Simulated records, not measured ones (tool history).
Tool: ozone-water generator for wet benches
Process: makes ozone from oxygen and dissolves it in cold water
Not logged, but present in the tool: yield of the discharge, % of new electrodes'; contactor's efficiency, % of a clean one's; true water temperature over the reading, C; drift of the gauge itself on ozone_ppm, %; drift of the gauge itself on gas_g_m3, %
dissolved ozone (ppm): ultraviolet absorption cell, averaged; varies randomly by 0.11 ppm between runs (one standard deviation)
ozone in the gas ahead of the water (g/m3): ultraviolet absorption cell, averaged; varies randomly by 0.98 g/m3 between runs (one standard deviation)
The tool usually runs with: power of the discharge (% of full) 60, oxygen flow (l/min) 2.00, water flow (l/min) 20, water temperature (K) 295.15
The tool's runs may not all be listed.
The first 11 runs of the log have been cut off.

run,day,power of the discharge (% of full),oxygen flow (l/min),water flow (l/min),water temperature (K),hours of work since the electrodes were changed,hours of work since the contactor was cleaned,hours of work since the thermometer was calibrated,dissolved ozone (ppm),ozone in the gas ahead of the water (g/m3)
# day 22.996: water thermometer calibrated
12,23.075,60,2.00,24,295.15,1717,4709,2,6.9,172.4
13,24.825,60,2.00,20,295.15,1750,4741,34,8.4,169.9
14,26.521,60,2.00,20,295.15,1781,4773,65,8.3,170.7
15,27.925,60,2.00,20,295.15,1807,4799,91,8.3,170.7
16,29.379,60,2.00,20,295.15,1834,4826,118,8.1,171.5
17,31.738,60,2.00,20,295.15,1878,4870,162,8.4,170.6
18,33.354,62,1.70,20,298.15,1908,4900,192,7.8,187.0
19,35.325,60,1.36,32,295.15,1945,4936,229,4.5,198.9
20,38.079,60,1.36,32,295.15,1996,4987,280,4.3,201.0
21,40.388,60,1.36,32,295.15,2039,5030,323,4.2,199.9
22,43.208,60,1.12,20,295.15,2091,5082,375,6.6,213.7
23,44.812,82,2.00,20,296.15,2121,5112,405,11.2,227.5
24,46.562,82,2.00,20,296.15,2153,5145,437,10.8,232.5
25,49.238,75,2.00,14,296.15,2203,5194,487,14.0,212.2
26,52.058,40,2.00,14,296.15,2255,5247,540,7.7,120.8
# day 53.012: gauge calibrated
27,53.754,40,1.04,16,288.15,2287,5278,571,5.8,148.9
28,56.146,47,2.29,19,290.15,2331,5323,615,7.6,130.0
29,57.650,60,1.94,27,295.15,2359,5351,643,6.4,171.4
30,60.300,75,1.99,20,295.15,2408,5400,693,10.1,210.1
31,62.212,52,2.00,17,295.15,2444,5435,728,8.4,148.9
32,64.133,52,2.00,17,295.15,2480,5471,764,8.3,150.1
33,65.417,68,2.60,19,288.15,2503,5495,788,11.3,172.6

Predict each of these 4 candidate next runs independently; none follows another, all start after run 33:
A,67.288,68,2.00,20,295.15,2538,5529,822,?,?
B,67.288,96,1.40,14,295.15,2538,5529,822,?,?
C,67.288,68,1.07,19,288.15,2538,5529,822,?,?
D,67.288,76,2.60,19,288.15,2538,5529,822,?,?

run,dissolved ozone (ppm),ozone in the gas ahead of the water (g/m3)
A,9.1,192.0
B,15.5,295.4
C,7.7,237.6
D,12.7,192.6
Without the tool's unlogged condition, the same runs would have read:
run,dissolved ozone (ppm),ozone in the gas ahead of the water (g/m3)
A,9.1,190.6
B,15.5,293.3
C,7.7,235.8
D,12.7,191.2

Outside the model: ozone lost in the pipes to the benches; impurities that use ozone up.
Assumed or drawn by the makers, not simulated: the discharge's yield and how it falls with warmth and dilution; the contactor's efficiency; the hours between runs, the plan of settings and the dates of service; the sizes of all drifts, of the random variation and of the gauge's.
